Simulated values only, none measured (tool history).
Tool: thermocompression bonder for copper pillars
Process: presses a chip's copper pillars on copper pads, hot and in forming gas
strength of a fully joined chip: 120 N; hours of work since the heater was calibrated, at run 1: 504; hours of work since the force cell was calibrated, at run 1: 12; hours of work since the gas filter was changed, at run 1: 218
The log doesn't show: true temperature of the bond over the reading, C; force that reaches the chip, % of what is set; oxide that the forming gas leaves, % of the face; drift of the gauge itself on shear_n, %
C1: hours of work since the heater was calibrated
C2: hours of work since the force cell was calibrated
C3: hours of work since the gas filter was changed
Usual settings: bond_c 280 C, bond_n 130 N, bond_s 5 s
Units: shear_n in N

Run 1, day 0: usual settings; C1 504; C2 12; C3 218. Result: shear_n 64.9 N.
Run 2, day 0.246: usual settings but bond_n 132 N; C1 508; C2 16; C3 222. Result: shear_n 65.1 N.
Run 3, day 0.696: usual settings but bond_n 121 N; C1 515; C2 22; C3 228. Result: shear_n 62 N.
Run 4, day 1.038: usual settings; C1 520; C2 28; C3 234. Result: shear_n 65.2 N.
Run 5, day 1.442: usual settings; C1 526; C2 34; C3 240. Result: shear_n 64.2 N.
Run 6, day 1.975: usual settings; C1 534; C2 42; C3 247. Result: shear_n 64.8 N.
Run 7, day 2.417: usual settings; C1 540; C2 48; C3 254. Result: shear_n 64.1 N.
Run 8, day 2.733: usual settings; C1 545; C2 53; C3 259. Result: shear_n 65.3 N.
Run 9, day 3.104: usual settings but bond_s 4 s; C1 551; C2 58; C3 264. Result: shear_n 57.9 N.
Run 10, day 3.454: usual settings; C1 556; C2 64; C3 270. Result: shear_n 64 N.
Run 11, day 3.712: usual settings; C1 560; C2 67; C3 273. Result: shear_n 64 N.
Run 12, day 4.267: usual settings; C1 568; C2 76; C3 282. Result: shear_n 63.2 N.
Run 13, day 4.733: usual settings; C1 575; C2 83; C3 289. Result: shear_n 63.8 N.
Run 14, day 5.217: usual settings; C1 582; C2 90; C3 296. Result: shear_n 64.5 N.
Run 15, day 5.612: usual settings; C1 588; C2 96; C3 302. Result: shear_n 64.6 N.
Run 16, day 5.942: usual settings but bond_n 99 N; C1 593; C2 101; C3 307. Result: shear_n 56.7 N.
Run 17, day 6.212: usual settings but bond_n 99 N; C1 597; C2 105; C3 310. Result: shear_n 56.5 N.
Run 18, day 6.492: usual settings; C1 601; C2 109; C3 315. Result: shear_n 65.5 N.
Run 19, day 6.888: usual settings; C1 607; C2 115; C3 321. Result: shear_n 63.9 N.
Run 20, day 7.15: usual settings; C1 611; C2 119; C3 324. Result: shear_n 63.9 N.
Run 21, day 7.696: usual settings but bond_s 3 s; C1 619; C2 127; C3 333. Result: shear_n 53.5 N.
Run 22, day 8.096: usual settings but bond_s 3 s; C1 625; C2 133; C3 339. Result: shear_n 53.5 N.
Run 23, day 8.629: usual settings but bond_s 3 s; C1 633; C2 141; C3 347. Result: shear_n 52.9 N.
Run 24, day 9.158: usual settings but bond_c 299 C, bond_s 3 s; C1 641; C2 148; C3 354. Result: shear_n 66.9 N.
Run 25, day 9.617: usual settings but bond_c 256 C, bond_n 190 N, bond_s 6 s; C1 647; C2 155; C3 361. Result: shear_n 60 N.
Run 26, day 9.871: usual settings but bond_c 256 C, bond_n 190 N, bond_s 6 s; C1 651; C2 159; C3 365. Result: shear_n 60.4 N.
Run 27, day 10.4: usual settings but bond_c 256 C, bond_n 190 N, bond_s 6 s; C1 659; C2 167; C3 373. Result: shear_n 60.1 N.
Run 28, day 10.696: usual settings but bond_s 6 s; C1 664; C2 171; C3 377. Result: shear_n 68.4 N.
Run 29, day 11.154: usual settings but bond_n 88 N; C1 670; C2 178; C3 384. Result: shear_n 54 N.
Run 30, day 11.633: usual settings but bond_c 298 C, bond_n 172 N; C1 677; C2 185; C3 391. Result: shear_n 87.9 N.
Run 31, day 11.996: usual settings but bond_n 117 N; C1 683; C2 191; C3 397. Result: shear_n 61.2 N.
Run 32, day 12.354: usual settings but bond_c 279 C, bond_n 164 N, bond_s 3 s; C1 688; C2 196; C3 402. Result: shear_n 59.9 N.
Run 33, day 12.875: usual settings but bond_c 255 C, bond_n 125 N, bond_s 10 s; C1 696; C2 204; C3 410. Result: shear_n 59.3 N.
Run 34, day 13.362: usual settings but bond_c 292 C, bond_n 116 N; C1 703; C2 211; C3 417. Result: shear_n 70 N.
Run 35, day 13.642: usual settings but bond_n 174 N; C1 707; C2 215; C3 421. Result: shear_n 73.9 N.
Run 36, day 14.05: usual settings but bond_n 105 N, bond_s 6 s; C1 713; C2 221; C3 427. Result: shear_n 61.3 N.
Run 37, day 14.342: usual settings but bond_c 256 C, bond_s 6 s; C1 718; C2 226; C3 432. Result: shear_n 48.6 N.
Run 38, day 14.9: usual settings but bond_c 293 C, bond_n 100 N; C1 726; C2 234; C3 440. Result: shear_n 67.8 N.
Run 39, day 15.2: usual settings but bond_c 293 C, bond_n 100 N; C1 731; C2 238; C3 444. Result: shear_n 65.8 N.

Forecast each of these 5 alternatives for the next run:
Run A, day 15.654: usual settings but bond_n 154 N; C1 737; C2 245; C3 451. Result: shear_n ?.
Run B, day 15.654: usual settings but bond_c 254 C; C1 737; C2 245; C3 451. Result: shear_n ?.
Run C, day 15.654: usual settings but bond_c 277 C, bond_s 14 s; C1 737; C2 245; C3 451. Result: shear_n ?.
Run D, day 15.654: usual settings but bond_c 253 C, bond_n 174 N, bond_s 4 s; C1 737; C2 245; C3 451. Result: shear_n ?.
Run E, day 15.654: usual settings but bond_c 293 C, bond_n 102 N; C1 737; C2 245; C3 451. Result: shear_n ?.

run  shear_n
  A     69.9
  B     44.2
  C     85.4
  D     47.7
  E     66.2
Without the tool's hidden state the same runs would have given:
run  shear_n
  A     70.6
  B     44.7
  C     86.2
  D     48.3
  E     66.9
